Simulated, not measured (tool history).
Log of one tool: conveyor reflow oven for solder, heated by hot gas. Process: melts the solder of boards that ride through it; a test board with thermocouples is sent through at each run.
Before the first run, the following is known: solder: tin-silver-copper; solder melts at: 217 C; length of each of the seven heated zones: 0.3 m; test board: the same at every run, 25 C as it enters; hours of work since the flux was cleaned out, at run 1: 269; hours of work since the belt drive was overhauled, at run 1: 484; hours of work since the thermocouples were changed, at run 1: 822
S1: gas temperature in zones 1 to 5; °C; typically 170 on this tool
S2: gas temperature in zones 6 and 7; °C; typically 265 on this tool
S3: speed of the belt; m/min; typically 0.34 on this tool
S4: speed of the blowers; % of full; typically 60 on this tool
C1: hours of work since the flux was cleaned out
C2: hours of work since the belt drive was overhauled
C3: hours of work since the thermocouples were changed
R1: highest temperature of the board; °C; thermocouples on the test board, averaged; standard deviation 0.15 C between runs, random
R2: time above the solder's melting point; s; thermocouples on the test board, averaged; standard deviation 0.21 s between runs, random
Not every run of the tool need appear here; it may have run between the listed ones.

run,day,S1,S2,S3,S4,C1,C2,C3,R1,R2
1,0,170,265,0.34,60,269,484,822,246.9,71.7
2,0.775,170,265,0.34,60,282,497,835,246.4,71.7
3,1.388,170,265,0.34,60,293,507,845,246.9,71.2
4,1.712,170,265,0.34,60,298,512,850,246.9,71.7
5,2.275,165,265,0.34,60,307,522,860,245.3,67.9
6,2.929,165,265,0.34,60,318,533,871,245.6,67.7
7,3.3,165,265,0.34,60,325,539,877,245.4,67.4
8,4.075,165,265,0.34,60,338,552,890,245.2,67.6
9,4.654,165,265,0.34,60,347,562,900,245.1,67.6
# day 5.188: flux residue cleaned out of gas plates and filters
10,5.375,165,265,0.34,60,3,570,908,247.7,71
11,5.925,165,265,0.34,60,12,579,918,247.4,71.3
12,6.421,165,265,0.34,60,21,588,926,247.3,71.2
13,7.125,165,265,0.34,60,32,600,938,247.2,70.6
14,7.771,165,265,0.34,60,43,610,949,247.1,70.5
15,8.504,169,265,0.361,60,56,623,961,245.9,65.8
16,9,181,265,0.34,82,64,631,969,252.7,86.1
17,9.496,174,254,0.405,80,72,639,977,236.8,50.1
18,9.896,174,254,0.405,80,79,646,984,237,49.9
19,10.462,174,276,0.405,80,88,655,994,255.4,69.1
20,11.138,170,262,0.371,60,100,667,1005,242.4,59.5
21,11.742,170,265,0.401,72,110,677,1015,244.1,57.3
22,12.183,170,265,0.401,72,117,684,1022,244.2,57.2
23,12.958,170,279,0.398,72,130,697,1035,256.3,69.8
24,13.554,170,257,0.34,83,140,707,1045,243.3,70.7
25,14.212,170,257,0.34,83,151,718,1056,243.5,70.8
26,14.546,170,257,0.34,83,157,724,1062,243.3,70.2

Per-run results on a tool with no hidden state, each run keeping its own random variation:
Unlogged tool condition in this case: heat that the gas passes to the board, % of a clean oven's; belt's true speed, % of the reading; true gas temperature in zones 6 and 7 over the reading, C; drift of the gauge itself on peak_c, C; drift of the gauge itself on liquid_s, %.
run,R1,R2
1,249.2,73.9
2,248.7,74.1
3,249.3,73.6
4,249.4,74.2
5,247.9,70.7
6,248.2,70.7
7,248.1,70.5
8,248,70.8
9,247.9,70.9
10,248.3,70.5
11,248.1,71
12,248,70.9
13,248.1,70.4
14,248,70.5
15,246.9,65.9
16,253.8,85.8
17,238,51
18,238.3,50.9
19,256.8,69.2
20,243.7,60.3
21,245.6,58.1
22,245.7,58.1
23,258,70.1
24,245,71.9
25,245.2,72.1
26,245.2,71.5
